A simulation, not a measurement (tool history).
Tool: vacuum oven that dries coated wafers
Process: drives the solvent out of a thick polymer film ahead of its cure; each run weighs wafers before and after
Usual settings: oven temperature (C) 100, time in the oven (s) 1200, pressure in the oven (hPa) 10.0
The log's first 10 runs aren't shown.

run	day	oven temperature (C)	time in the oven (s)	pressure in the oven (hPa)	hours of work since the thermocouples were calibrated	hours of work since the vacuum gauge was cleaned of residue	solvent left in the film (%)
11	25.842	103	1200	10.0	105	1694	1.05
12	29.058	103	1200	10.0	159	1749	1.07
13	32.717	103	1200	10.0	221	1810	1.05
14	35.204	100	1200	15.8	263	1852	1.59
15	39.504	100	1200	15.8	335	1925	1.57
16	43.325	100	600	10.0	400	1990	3.77
17	45.433	105	1200	10.0	435	2025	0.85
# day 46.462: vacuum gauge cleaned of residue and calibrated
18	49.629	105	1200	10.0	505	54	0.90
19	52.092	96	1200	10.0	547	95	1.82
20	54.762	100	1200	9.9	592	140	1.29
21	58.771	100	1200	9.9	659	208	1.31
22	62.233	100	1200	10.0	718	266	1.33
23	65.121	100	1680	10.0	766	315	0.77

Forecast run 24:
24	68.154	100	1680	10.0	818	366	?

solvent left in the film (%): 0.75
Without the tool's hidden state the same run would have given solvent left in the film (%) 0.75.
